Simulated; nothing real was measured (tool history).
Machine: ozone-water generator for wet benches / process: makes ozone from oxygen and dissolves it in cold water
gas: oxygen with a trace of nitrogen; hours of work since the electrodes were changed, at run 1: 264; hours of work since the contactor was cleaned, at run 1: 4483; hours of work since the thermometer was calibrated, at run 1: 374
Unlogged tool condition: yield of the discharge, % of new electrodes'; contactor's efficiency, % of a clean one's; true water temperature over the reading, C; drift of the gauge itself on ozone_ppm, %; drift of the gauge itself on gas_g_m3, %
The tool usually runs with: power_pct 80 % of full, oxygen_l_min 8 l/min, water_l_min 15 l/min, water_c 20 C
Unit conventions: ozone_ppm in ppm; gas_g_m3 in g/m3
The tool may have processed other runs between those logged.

run	day	power_pct	oxygen_l_min	water_l_min	water_c	hours of work since the electrodes were changed	hours of work since the contactor was cleaned	hours of work since the thermometer was calibrated	ozone_ppm	gas_g_m3
1	0	80	8	15	20	264	4483	374	33	243.2
2	1.096	80	8	15	25	282	4500	392	29.2	242
3	1.762	80	8	15	25	292	4511	402	29.1	243.6
4	2.462	80	8	15	25	303	4522	414	29.6	242.3
5	3.45	80	8	15	20	319	4538	429	32.4	244.8
6	4.733	80	11.69	15	20	340	4558	450	30.9	204
7	5.892	80	11.69	21	20	358	4576	468	24.8	202.1
8	7.146	65	13.95	13	27	378	4597	488	23.7	165

For run 9, what comes out?
9	7.842	74	6.2	13	27	389	4608	499	?	?

ozone_ppm: 30.4 ppm
gas_g_m3: 261.3 g/m3
With no hidden state in the tool, this same run would have given ozone_ppm 32.1 ppm, gas_g_m3 262.6 g/m3.

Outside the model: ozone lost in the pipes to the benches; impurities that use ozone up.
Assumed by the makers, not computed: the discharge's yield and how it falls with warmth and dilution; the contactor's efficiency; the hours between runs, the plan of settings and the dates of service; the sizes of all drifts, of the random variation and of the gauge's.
